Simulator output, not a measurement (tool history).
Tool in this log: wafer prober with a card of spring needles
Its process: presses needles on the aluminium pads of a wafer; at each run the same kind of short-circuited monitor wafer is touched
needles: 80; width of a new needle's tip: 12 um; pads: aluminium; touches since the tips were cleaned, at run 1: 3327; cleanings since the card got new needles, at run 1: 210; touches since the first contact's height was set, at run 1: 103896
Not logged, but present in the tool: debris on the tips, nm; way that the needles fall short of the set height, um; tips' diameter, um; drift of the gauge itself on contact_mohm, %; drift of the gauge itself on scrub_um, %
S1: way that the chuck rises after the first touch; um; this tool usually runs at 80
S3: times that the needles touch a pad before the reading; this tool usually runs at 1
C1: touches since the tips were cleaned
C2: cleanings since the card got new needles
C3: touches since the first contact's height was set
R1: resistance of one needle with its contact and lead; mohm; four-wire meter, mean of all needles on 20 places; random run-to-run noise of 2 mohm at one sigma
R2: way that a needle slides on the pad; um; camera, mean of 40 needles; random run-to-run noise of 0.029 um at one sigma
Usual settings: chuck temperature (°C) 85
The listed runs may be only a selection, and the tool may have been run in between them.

Run 1, hour 0.0: usual settings; C1 3327; C2 210; C3 103896. Result: R1 218 mohm, R2 17.96 um.
At hour 3.9: tips cleaned on abrasive film.
At hour 13.4: tips cleaned on abrasive film.
At hour 15.6: height of the first contact set anew.
At hour 23.3: tips cleaned on abrasive film.
At hour 32.9: tips cleaned on abrasive film.
At hour 42.4: tips cleaned on abrasive film.
At hour 52.0: tips cleaned on abrasive film.
Run 2, hour 56.6: usual settings but chuck temperature (°C) 98; C1 3262; C2 216; C3 28405. Result: R1 219 mohm, R2 17.96 um.
At hour 60.5: tips cleaned on abrasive film.
At hour 70.1: tips cleaned on abrasive film.
At hour 79.7: tips cleaned on abrasive film.
At hour 89.2: tips cleaned on abrasive film.
At hour 96.9: tips cleaned on abrasive film.
At hour 106.4: tips cleaned on abrasive film.
At hour 116.0: tips cleaned on abrasive film.
At hour 125.6: tips cleaned on abrasive film.
At hour 135.1: tips cleaned on abrasive film.
Run 3, hour 136.6: usual settings; C1 1040; C2 225; C3 83700. Result: R1 215 mohm, R2 18.03 um.
At hour 144.3: tips cleaned on abrasive film.
At hour 151.9: tips cleaned on abrasive film.
At hour 161.5: tips cleaned on abrasive film.
At hour 171.1: tips cleaned on abrasive film.
At hour 180.6: tips cleaned on abrasive film.
At hour 180.9: height of the first contact set anew.
At hour 188.6: tips cleaned on abrasive film.
Run 4, hour 188.6: usual settings; C1 0; C2 231; C3 5306. Result: R1 221 mohm, R2 17.99 um.
At hour 196.3: tips cleaned on abrasive film.
At hour 204.0: tips cleaned on abrasive film.
At hour 213.6: tips cleaned on abrasive film.
At hour 221.2: tips cleaned on abrasive film.
At hour 230.8: tips cleaned on abrasive film.
At hour 240.3: tips cleaned on abrasive film.
At hour 249.9: tips cleaned on abrasive film.
Run 5, hour 254.4: usual settings; C1 3161; C2 238; C3 50853. Result: R1 211 mohm, R2 18.01 um.
At hour 258.3: tips cleaned on abrasive film.
At hour 267.9: tips cleaned on abrasive film.
At hour 275.5: tips cleaned on abrasive film.
At hour 285.1: tips cleaned on abrasive film.
At hour 294.7: tips cleaned on abrasive film.
At hour 304.2: tips cleaned on abrasive film.
Run 6, hour 308.1: usual settings; C1 2695; C2 244; C3 87954. Result: R1 217 mohm, R2 18.02 um.
At hour 311.9: tips cleaned on abrasive film.
At hour 321.5: tips cleaned on abrasive film.
At hour 331.1: tips cleaned on abrasive film.
At hour 340.6: tips cleaned on abrasive film.
At hour 346.6: height of the first contact set anew.
At hour 350.5: tips cleaned on abrasive film.
At hour 360.0: tips cleaned on abrasive film.
At hour 369.6: tips cleaned on abrasive film.
At hour 379.2: tips cleaned on abrasive film.
Run 7, hour 381.3: usual settings; C1 1508; C2 252; C3 24003. Result: R1 216 mohm, R2 18.07 um.
At hour 387.1: tips cleaned on abrasive film.
At hour 396.6: tips cleaned on abrasive film.
At hour 406.2: tips cleaned on abrasive film.
At hour 415.8: tips cleaned on abrasive film.
At hour 425.3: tips cleaned on abrasive film.
At hour 434.9: tips cleaned on abrasive film.
At hour 444.4: tips cleaned on abrasive film.
At hour 454.0: tips cleaned on abrasive film.
Run 8, hour 454.9: usual settings; C1 643; C2 260; C3 74930. Result: R1 216 mohm, R2 18.02 um.
At hour 462.6: tips cleaned on abrasive film.
At hour 472.2: tips cleaned on abrasive film.
At hour 481.7: tips cleaned on abrasive film.
At hour 491.3: tips cleaned on abrasive film.
At hour 499.7: tips cleaned on abrasive film.
Run 9, hour 499.7: usual settings; C1 0; C2 265; C3 105902. Result: R1 219 mohm, R2 18.05 um.
At hour 509.3: tips cleaned on abrasive film.
At hour 511.5: height of the first contact set anew.
At hour 519.1: tips cleaned on abrasive film.
At hour 528.7: tips cleaned on abrasive film.
At hour 538.2: tips cleaned on abrasive film.
Run 10, hour 543.7: usual settings; C1 3818; C2 269; C3 22344. Result: R1 216 mohm, R2 18.07 um.
At hour 547.6: tips cleaned on abrasive film.
At hour 557.1: tips cleaned on abrasive film.
At hour 566.7: tips cleaned on abrasive film.
At hour 576.3: tips cleaned on abrasive film.
At hour 585.8: tips cleaned on abrasive film.
At hour 595.4: tips cleaned on abrasive film.
At hour 604.9: tips cleaned on abrasive film.
Run 11, hour 608.9: usual settings but S1 71 um, chuck temperature (°C) 108; C1 2769; C2 276; C3 67457. Result: R1 224 mohm, R2 16.01 um.
At hour 612.8: tips cleaned on abrasive film.
At hour 622.4: tips cleaned on abrasive film.
At hour 631.9: tips cleaned on abrasive film.
At hour 641.5: tips cleaned on abrasive film.
At hour 651.0: tips cleaned on abrasive film.
Run 12, hour 653.9: usual settings but S1 71 um, chuck temperature (°C) 112; C1 1986; C2 281; C3 98560. Result: R1 227 mohm, R2 16.06 um.
At hour 659.6: tips cleaned on abrasive film.
At hour 669.2: tips cleaned on abrasive film.
At hour 677.1: height of the first contact set anew.
At hour 679.1: tips cleaned on abrasive film.
At hour 688.6: tips cleaned on abrasive film.
At hour 698.1: tips cleaned on abrasive film.
Run 13, hour 698.1: usual settings; C1 0; C2 286; C3 14488. Result: R1 214 mohm, R2 18.00 um.
At hour 707.6: tips cleaned on abrasive film.
At hour 717.2: tips cleaned on abrasive film.
At hour 724.9: tips cleaned on abrasive film.
At hour 734.4: tips cleaned on abrasive film.
At hour 744.0: tips cleaned on abrasive film.
At hour 751.7: tips cleaned on abrasive film.
At hour 761.2: tips cleaned on abrasive film.
At hour 770.8: tips cleaned on abrasive film.
At hour 780.3: tips cleaned on abrasive film.
At hour 789.9: tips cleaned on abrasive film.
Run 14, hour 793.3: usual settings but S1 63 um, chuck temperature (°C) 35; C1 2391; C2 296; C3 80396. Result: R1 209 mohm, R2 14.25 um.
At hour 799.1: tips cleaned on abrasive film.
At hour 808.7: tips cleaned on abrasive film.
At hour 818.2: tips cleaned on abrasive film.
At hour 827.8: tips cleaned on abrasive film.
At hour 835.4: tips cleaned on abrasive film.
At hour 843.3: height of the first contact set anew.
At hour 845.3: tips cleaned on abrasive film.
At hour 854.9: tips cleaned on abrasive film.
At hour 864.4: tips cleaned on abrasive film.
Run 15, hour 870.9: usual settings but S1 63 um, chuck temperature (°C) 35, S3 2; C1 4522; C2 304; C3 19078. Result: R1 209 mohm, R2 14.26 um.
At hour 872.9: tips cleaned on abrasive film.
At hour 880.5: tips cleaned on abrasive film.
At hour 890.1: tips cleaned on abrasive film.
At hour 899.7: tips cleaned on abrasive film.
At hour 909.2: tips cleaned on abrasive film.
At hour 918.2: tips cleaned on abrasive film.
Run 16, hour 918.2: usual settings but S1 84 um, chuck temperature (°C) 102, S3 2; C1 0; C2 310; C3 51764. Result: R1 221 mohm, R2 19.04 um.
At hour 927.8: tips cleaned on abrasive film.
At hour 937.3: tips cleaned on abrasive film.
At hour 946.9: tips cleaned on abrasive film.
At hour 956.5: tips cleaned on abrasive film.
At hour 966.0: tips cleaned on abrasive film.
Run 17, hour 972.4: usual settings but S1 90 um, chuck temperature (°C) 30, S3 2; C1 4443; C2 315; C3 89288. Result: R1 198 mohm, R2 20.34 um.
At hour 974.4: tips cleaned on abrasive film.
At hour 982.0: tips cleaned on abrasive film.
At hour 991.6: tips cleaned on abrasive film.
At hour 1001.1: tips cleaned on abrasive film.
At hour 1009.0: height of the first contact set anew.
At hour 1011.0: tips cleaned on abrasive film.
At hour 1020.6: tips cleaned on abrasive film.
At hour 1030.1: tips cleaned on abrasive film.
At hour 1039.7: tips cleaned on abrasive film.
At hour 1049.2: tips cleaned on abrasive film.
Run 18, hour 1049.6: usual settings but S1 90 um, chuck temperature (°C) 30, S3 2; C1 269; C2 324; C3 28058. Result: R1 206 mohm, R2 20.40 um.
At hour 1057.3: tips cleaned on abrasive film.
At hour 1066.9: tips cleaned on abrasive film.
At hour 1074.5: tips cleaned on abrasive film.
At hour 1084.1: tips cleaned on abrasive film.
At hour 1093.6: tips cleaned on abrasive film.
At hour 1103.2: tips cleaned on abrasive film.
Run 19, hour 1109.4: usual settings but S1 86 um, chuck temperature (°C) 43; C1 4310; C2 330; C3 69422. Result: R1 207 mohm, R2 19.56 um.
At hour 1111.4: tips cleaned on abrasive film.
At hour 1119.0: tips cleaned on abrasive film.
At hour 1128.6: tips cleaned on abrasive film.
At hour 1138.1: tips cleaned on abrasive film.
At hour 1145.8: tips cleaned on abrasive film.
At hour 1155.4: tips cleaned on abrasive film.
At hour 1164.9: tips cleaned on abrasive film.
Run 20, hour 1165.6: usual settings but S1 67 um, chuck temperature (°C) 40; C1 455; C2 337; C3 108250. Result: R1 212 mohm, R2 15.19 um.

Predict each of these 5 candidate next runs independently; none follows another, all start after run 20:
At hour 1173.3: tips cleaned on abrasive film.
At hour 1175.4: height of the first contact set anew.
At hour 1181.2: tips cleaned on abrasive film.
At hour 1190.8: tips cleaned on abrasive film.
At hour 1200.3: tips cleaned on abrasive film.
At hour 1208.6: tips cleaned on abrasive film.
Run A, hour 1208.6: usual settings but S1 85 um, chuck temperature (°C) 64, S3 2; C1 0; C2 342; C3 22938. Result: R1 ?, R2 ?.
At hour 1173.3: tips cleaned on abrasive film.
At hour 1175.4: height of the first contact set anew.
At hour 1181.2: tips cleaned on abrasive film.
At hour 1190.8: tips cleaned on abrasive film.
At hour 1200.3: tips cleaned on abrasive film.
At hour 1208.6: tips cleaned on abrasive film.
Run B, hour 1208.6: usual settings but S1 62 um, chuck temperature (°C) 113, S3 3; C1 0; C2 342; C3 22938. Result: R1 ?, R2 ?.
At hour 1173.3: tips cleaned on abrasive film.
At hour 1175.4: height of the first contact set anew.
At hour 1181.2: tips cleaned on abrasive film.
At hour 1190.8: tips cleaned on abrasive film.
At hour 1200.3: tips cleaned on abrasive film.
At hour 1208.6: tips cleaned on abrasive film.
Run C, hour 1208.6: usual settings but S1 64 um, chuck temperature (°C) 96; C1 0; C2 342; C3 22938. Result: R1 ?, R2 ?.
At hour 1173.3: tips cleaned on abrasive film.
At hour 1175.4: height of the first contact set anew.
At hour 1181.2: tips cleaned on abrasive film.
At hour 1190.8: tips cleaned on abrasive film.
At hour 1200.3: tips cleaned on abrasive film.
At hour 1208.6: tips cleaned on abrasive film.
Run D, hour 1208.6: usual settings but S1 66 um, chuck temperature (°C) 28; C1 0; C2 342; C3 22938. Result: R1 ?, R2 ?.
At hour 1173.3: tips cleaned on abrasive film.
At hour 1175.4: height of the first contact set anew.
At hour 1181.2: tips cleaned on abrasive film.
At hour 1190.8: tips cleaned on abrasive film.
At hour 1200.3: tips cleaned on abrasive film.
At hour 1208.6: tips cleaned on abrasive film.
Run E, hour 1208.6: usual settings but S1 67 um, chuck temperature (°C) 99, S3 3; C1 0; C2 342; C3 22938. Result: R1 ?, R2 ?.

run   R1     R2
  A  211  19.32
  B  230  14.11
  C  220  14.53
  D  205  14.99
  E  223  15.19
Had the tool no hidden state, the same runs would have come out as:
run   R1     R2
  A  211  19.09
  B  230  13.94
  C  220  14.35
  D  205  14.81
  E  222  15.01
